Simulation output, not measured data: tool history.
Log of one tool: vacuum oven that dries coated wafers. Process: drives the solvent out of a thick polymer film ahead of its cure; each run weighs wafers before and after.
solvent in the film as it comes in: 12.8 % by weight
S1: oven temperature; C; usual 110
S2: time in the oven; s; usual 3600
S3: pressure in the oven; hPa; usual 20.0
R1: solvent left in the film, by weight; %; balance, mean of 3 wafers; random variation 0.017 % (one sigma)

run   hour   S1    S2    S3    R1
  1    0.0  110  3600  20.0  1.29
  2   24.6  110  3600  20.0  1.32
  3   54.5  110  3600  20.0  1.28
  4   80.4  110  3120  20.0  1.47
  5  105.7  110  3120  20.0  1.48
  6  128.3  110  3120  20.0  1.48
  7  155.4  110  3120  20.0  1.45
  8  182.9  110  5220  20.0  1.06
  9  214.0  110  3600  20.0  1.28
 10  233.3  110  3600  47.7  2.55
     237.4  -- vacuum gauge cleaned of residue and calibrated
 11  261.0  110  3600  20.0  1.28
 12  286.9  110  3600  20.0  1.29
 13  306.1   99  4200  20.0  2.68
 14  337.3  123  6300  15.6  0.57
 15  359.4  123  6300  15.6  0.53
 16  378.3  123  6300  15.6  0.54
 17  391.9  120  2400  29.1  1.16
 18  415.7  117  3600  35.9  1.43
     433.5  -- vacuum gauge cleaned of residue and calibrated, once more
 19  445.9  117  3600  35.9  1.35
 20  460.1  114  3600  64.4  2.69
 21  480.2  114  3600  64.4  2.73

Forecast each of these 4 alternatives for the next run:
  A  501.4  110  3600  41.2   ?
  B  501.4  102  3180  20.0   ?
  C  501.4  124  3600  64.4   ?
  D  501.4  119  3780  13.3   ?

run    R1
  A  2.20
  B  2.66
  C  1.90
  D  0.48
Without the tool's hidden state the same runs would have given:
run    R1
  A  2.31
  B  2.84
  C  1.95
  D  0.49

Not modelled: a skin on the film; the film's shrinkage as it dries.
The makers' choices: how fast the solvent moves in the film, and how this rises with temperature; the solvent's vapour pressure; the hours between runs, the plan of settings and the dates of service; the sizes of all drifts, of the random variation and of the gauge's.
